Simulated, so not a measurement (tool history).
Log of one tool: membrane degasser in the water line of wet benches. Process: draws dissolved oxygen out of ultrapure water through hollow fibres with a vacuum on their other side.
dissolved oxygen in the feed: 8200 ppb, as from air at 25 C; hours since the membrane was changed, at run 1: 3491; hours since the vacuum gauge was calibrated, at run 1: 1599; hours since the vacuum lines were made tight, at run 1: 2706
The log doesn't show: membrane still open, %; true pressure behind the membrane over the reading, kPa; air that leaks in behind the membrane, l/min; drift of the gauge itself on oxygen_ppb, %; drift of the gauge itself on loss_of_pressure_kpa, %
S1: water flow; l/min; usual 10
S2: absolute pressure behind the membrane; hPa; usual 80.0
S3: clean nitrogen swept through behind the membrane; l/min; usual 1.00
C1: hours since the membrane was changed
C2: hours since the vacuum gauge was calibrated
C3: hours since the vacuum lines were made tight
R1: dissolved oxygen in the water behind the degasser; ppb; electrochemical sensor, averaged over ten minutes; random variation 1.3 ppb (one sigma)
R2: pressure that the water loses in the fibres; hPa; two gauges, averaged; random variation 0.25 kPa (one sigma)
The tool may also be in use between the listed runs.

run 1 hour=0.0 | S1=10 S2=80.0 S3=1.00 | C1=3491 C2=1599 C3=2706 | R1=129.5 R2=661.7
run 2 hour=132.5 | S1=10 S2=80.0 S3=1.00 | C1=3623 C2=1731 C3=2839 | R1=129.2 R2=664.5
run 3 hour=216.7 | S1=10 S2=80.0 S3=1.00 | C1=3707 C2=1815 C3=2923 | R1=129.2 R2=661.7
run 4 hour=341.0 | S1=10 S2=80.0 S3=1.00 | C1=3832 C2=1940 C3=3047 | R1=129.9 R2=659.9
run 5 hour=428.5 | S1=10 S2=80.0 S3=1.00 | C1=3919 C2=2027 C3=3135 | R1=129.0 R2=659.8
run 6 hour=509.2 | S1=14 S2=80.0 S3=1.00 | C1=4000 C2=2108 C3=3216 | R1=204.9 R2=928.9
run 7 hour=628.2 | S1=10 S2=80.0 S3=1.00 | C1=4119 C2=2227 C3=3335 | R1=130.2 R2=656.7
run 8 hour=694.2 | S1=6 S2=80.0 S3=1.52 | C1=4185 C2=2293 C3=3401 | R1=49.6 R2=395.4
run 9 hour=824.4 | S1=11 S2=53.3 S3=1.00 | C1=4315 C2=2423 C3=3531 | R1=81.5 R2=726.6
run 10 hour=956.8 | S1=8 S2=80.0 S3=1.00 | C1=4447 C2=2555 C3=3663 | R1=98.6 R2=528.5
run 11 hour=1031.1 | S1=10 S2=80.0 S3=0.81 | C1=4522 C2=2630 C3=3738 | R1=151.7 R2=653.4
run 12 hour=1105.3 | S1=10 S2=80.0 S3=0.81 | C1=4596 C2=2704 C3=3812 | R1=151.2 R2=658.5
run 13 hour=1180.5 | S1=9 S2=117.4 S3=2.23 | C1=4671 C2=2779 C3=3887 | R1=96.5 R2=592.7

3 ways to go on from here, each from the tool as it stands after run 13. What would each give?
run A hour=1258.9 | S1=6 S2=69.7 S3=1.64 | C1=4750 C2=2858 C3=3965 | R1=? R2=?
run B hour=1258.9 | S1=10 S2=78.4 S3=1.00 | C1=4750 C2=2858 C3=3965 | R1=? R2=?
run C hour=1258.9 | S1=10 S2=80.0 S3=1.00 | C1=4750 C2=2858 C3=3965 | R1=? R2=?

run=A R1=36.6 R2=395.2
run=B R1=127.0 R2=652.9
run=C R1=128.0 R2=662.4
Without the tool's hidden state the same runs would have given:
run=A R1=36.5 R2=397.7
run=B R1=126.7 R2=656.9
run=C R1=127.8 R2=666.5
